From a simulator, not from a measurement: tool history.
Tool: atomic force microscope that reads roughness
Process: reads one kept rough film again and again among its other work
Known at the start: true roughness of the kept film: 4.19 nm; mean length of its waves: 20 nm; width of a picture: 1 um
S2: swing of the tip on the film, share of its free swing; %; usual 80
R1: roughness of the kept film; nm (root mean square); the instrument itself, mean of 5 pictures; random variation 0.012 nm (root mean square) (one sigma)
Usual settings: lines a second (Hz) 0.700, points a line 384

{"run": 1, "hour": 0.0, "lines a second (Hz)": 0.7, "S2": 80, "points a line": 384, "R1": 2.722}
{"run": 2, "hour": 31.0, "lines a second (Hz)": 0.7, "S2": 80, "points a line": 384, "R1": 2.724}
{"run": 3, "hour": 46.7, "lines a second (Hz)": 0.7, "S2": 80, "points a line": 384, "R1": 2.7}
{"run": 4, "hour": 71.0, "lines a second (Hz)": 0.7, "S2": 80, "points a line": 427, "R1": 2.71}
{"run": 5, "hour": 89.8, "lines a second (Hz)": 0.7, "S2": 80, "points a line": 427, "R1": 2.72}
{"run": 6, "hour": 124.2, "lines a second (Hz)": 0.609, "S2": 80, "points a line": 384, "R1": 2.726}
{"hour": 151.6, "done": "new tip fitted"}
{"run": 7, "hour": 151.9, "lines a second (Hz)": 0.609, "S2": 80, "points a line": 384, "R1": 2.734}
{"run": 8, "hour": 171.2, "lines a second (Hz)": 0.7, "S2": 81, "points a line": 384, "R1": 2.701}
{"run": 9, "hour": 205.1, "lines a second (Hz)": 0.506, "S2": 75, "points a line": 518, "R1": 2.822}
{"run": 10, "hour": 223.0, "lines a second (Hz)": 0.506, "S2": 56, "points a line": 384, "R1": 2.876}
{"run": 11, "hour": 244.6, "lines a second (Hz)": 1.138, "S2": 63, "points a line": 329, "R1": 2.763}
{"run": 12, "hour": 263.1, "lines a second (Hz)": 0.7, "S2": 58, "points a line": 384, "R1": 2.838}
{"run": 13, "hour": 279.6, "lines a second (Hz)": 0.7, "S2": 58, "points a line": 482, "R1": 2.881}

4 ways to go on from here, each from the tool as it stands after run 13. What would each give?
{"run": "A", "hour": 313.6, "lines a second (Hz)": 0.849, "S2": 80, "points a line": 384, "R1": "?"}
{"run": "B", "hour": 313.6, "lines a second (Hz)": 1.478, "S2": 80, "points a line": 320, "R1": "?"}
{"run": "C", "hour": 313.6, "lines a second (Hz)": 1.109, "S2": 80, "points a line": 384, "R1": "?"}
{"run": "D", "hour": 313.6, "lines a second (Hz)": 0.7, "S2": 80, "points a line": 441, "R1": "?"}

run=A R1=2.669
run=B R1=2.513
run=C R1=2.601
run=D R1=2.732
Without the tool's hidden state the same runs would have given:
run=A R1=2.678
run=B R1=2.522
run=C R1=2.611
run=D R1=2.741

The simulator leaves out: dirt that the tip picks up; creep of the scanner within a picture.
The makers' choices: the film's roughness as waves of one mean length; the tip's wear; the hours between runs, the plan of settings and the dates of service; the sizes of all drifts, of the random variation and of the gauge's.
